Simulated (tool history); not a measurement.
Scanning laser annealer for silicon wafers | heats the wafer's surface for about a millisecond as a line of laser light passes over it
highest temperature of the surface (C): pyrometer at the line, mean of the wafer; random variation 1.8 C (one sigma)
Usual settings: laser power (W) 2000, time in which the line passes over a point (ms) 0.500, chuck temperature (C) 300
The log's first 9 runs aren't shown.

| run | hour | laser power (W) | time in which the line passes over a point (ms) | chuck temperature (C) | highest temperature of the surface (C) |
|---|---|---|---|---|---|
| 10 | 143.3 | 2000 | 0.500 | 300 | 1013 |
| 11 | 156.3 | 2000 | 0.500 | 300 | 1012 |
| 12 | 175.2 | 2000 | 0.500 | 300 | 1013 |
| 13 | 197.7 | 2000 | 0.500 | 299 | 1007 |
| 14 | 211.3 | 2000 | 0.500 | 300 | 1012 |
| 15 | 234.9 | 2000 | 0.563 | 300 | 1052 |
| 16 | 247.7 | 2000 | 0.563 | 300 | 1052 |
| 17 | 267.5 | 2000 | 0.563 | 300 | 1051 |
| 18 | 288.7 | 1920 | 0.413 | 280 | 888 |
| 19 | 304.4 | 1920 | 0.413 | 280 | 889 |
| 20 | 319.3 | 1920 | 0.413 | 280 | 889 |
| 21 | 334.9 | 2000 | 0.550 | 276 | 1015 |
| 22 | 346.8 | 2000 | 0.484 | 270 | 961 |
| 23 | 361.2 | 2159 | 0.503 | 314 | 1087 |
| 24 | 372.3 | 2159 | 0.503 | 314 | 1084 |
| 25 | 387.2 | 1899 | 0.574 | 300 | 1010 |
| 26 | 397.2 | 1899 | 0.574 | 300 | 1007 |
| 27 | 420.0 | 1836 | 0.417 | 300 | 878 |
| 28 | 441.4 | 2181 | 0.487 | 284 | 1047 |
| 29 | 457.6 | 2181 | 0.426 | 296 | 1008 |
| 30 | 476.8 | 2000 | 0.500 | 294 | 991 |
| 31 | 498.7 | 1977 | 0.581 | 321 | 1061 |
| 32 | 509.0 | 1977 | 0.581 | 322 | 1064 |
| 33 | 520.0 | 2000 | 0.372 | 300 | 896 |

5 ways to go on from here, each from the tool as it stands after run 33. What would each give?
|  | 534.3 | window over the wafer cleaned |
| A | 536.2 | 2000 | 0.384 | 328 | ? |
|  | 534.3 | window over the wafer cleaned |
| B | 536.2 | 1729 | 0.534 | 300 | ? |
|  | 534.3 | window over the wafer cleaned |
| C | 536.2 | 1828 | 0.407 | 325 | ? |
|  | 534.3 | window over the wafer cleaned |
| D | 536.2 | 2042 | 0.500 | 300 | ? |
|  | 534.3 | window over the wafer cleaned |
| E | 536.2 | 2099 | 0.563 | 285 | ? |

| run | highest temperature of the surface (C) |
|---|---|
| A | 976 |
| B | 951 |
| C | 927 |
| D | 1060 |
| E | 1120 |
Without the tool's hidden state the same runs would have given:
| run | highest temperature of the surface (C) |
|---|---|
| A | 983 |
| B | 958 |
| C | 934 |
| D | 1069 |
| E | 1129 |
